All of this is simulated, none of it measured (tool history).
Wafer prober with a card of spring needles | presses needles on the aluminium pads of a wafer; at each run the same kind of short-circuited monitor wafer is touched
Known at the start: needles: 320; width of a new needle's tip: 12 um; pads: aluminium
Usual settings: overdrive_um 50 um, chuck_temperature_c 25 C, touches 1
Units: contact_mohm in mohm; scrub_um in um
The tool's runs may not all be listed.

run    day  overdrive_um  chuck_temperature_c  touches  contact_mohm  scrub_um
  1      0            50                   25        1           185     12.92
     0.367  -- tips cleaned on abrasive film
  2  0.479            50                   25        1           158      12.9
  3  0.762            54                   25        1           193     13.95
     1.062  -- tips cleaned on abrasive film
  4  1.142            54                   25        1           142     13.93
     1.712  -- tips cleaned on abrasive film
  5  1.742            54                   25        3           119     13.96
  6  2.038            54                   25        3           140     13.97
     2.379  -- tips cleaned on abrasive film
  7  2.529            50                   29        1           162     12.86
     3.033  -- tips cleaned on abrasive film
  8  3.096            43                   84        1           163     11.01
  9  3.379            43                   76        2           186     10.88

The next listed run, before its measurement:
     3.704  -- tips cleaned on abrasive film
 10  3.912            50                   42        1             ?         ?

Run 10 gave contact_mohm 183 mohm, scrub_um 12.74 um.
Without the tool's hidden state the same run would have given contact_mohm 116 mohm, scrub_um 13.22 um.
